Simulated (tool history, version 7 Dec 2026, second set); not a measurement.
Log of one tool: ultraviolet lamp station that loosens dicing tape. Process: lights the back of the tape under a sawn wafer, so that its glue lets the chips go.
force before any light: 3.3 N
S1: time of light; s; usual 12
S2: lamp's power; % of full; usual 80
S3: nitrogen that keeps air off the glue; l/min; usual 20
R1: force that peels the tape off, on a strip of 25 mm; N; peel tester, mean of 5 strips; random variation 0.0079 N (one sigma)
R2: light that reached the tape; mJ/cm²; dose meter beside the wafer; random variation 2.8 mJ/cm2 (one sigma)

run   hour  S1  S2  S3     R1   R2
  1      0  12  80  20  0.306  393
  2   13.6  12  80  20  0.309  394
  3     26  12  80  20  0.314  396
  4   47.5  12  80  20  0.312  392
  5   66.9  12  80  12  0.382  396
  6   89.4  12  80  34  0.251  400
  7    100  12  80  34  0.261  394
  8  118.5  12  80  20  0.316  396
  9    140  12  80  20  0.308  393
 10  154.8  12  80   8  0.477  398
 11  174.2  12  80  20  0.314  396
 12  194.8  12  80  38  0.247  397
 13  212.8  12  80  20  0.297  394
 14  231.6  12  80  20  0.311  398
 15  244.6  12  80  20  0.304  396
     256.5  -- window cleaned of glue's vapour
 16  264.5  12  80  20  0.313  394
 17  274.8  12  80  20  0.313  395
 18  289.8  22  80   7   0.17  729
 19  305.7  12  60   7  0.775  295
 20  321.9  17  70  22  0.201  497
 21  343.5  14  72  37  0.222  421
 22  364.6   7  80  28  0.657  227
 23  386.2  21  80  13  0.132  684
 24  408.3  21  80  13  0.142  685
 25  429.3  17  66   8  0.346  465
 26  439.9  17  66   8  0.357  460
 27  454.9  18  67  10  0.277  494
 28  465.8  12  80  11  0.422  391
 29  476.4  12  80  20  0.311  396

3 ways to go on from here, each from the tool as it stands after run 29. What would each give?
  A  496.6  12  76  20   ?   ?
  B  496.6  12  79  20   ?   ?
  C  496.6  12  83  20   ?   ?

run     R1   R2
  A  0.345  376
  B  0.314  389
  C   0.28  412
Without the tool's hidden state the same runs would have given:
run     R1   R2
  A  0.343  377
  B  0.312  390
  C  0.279  413
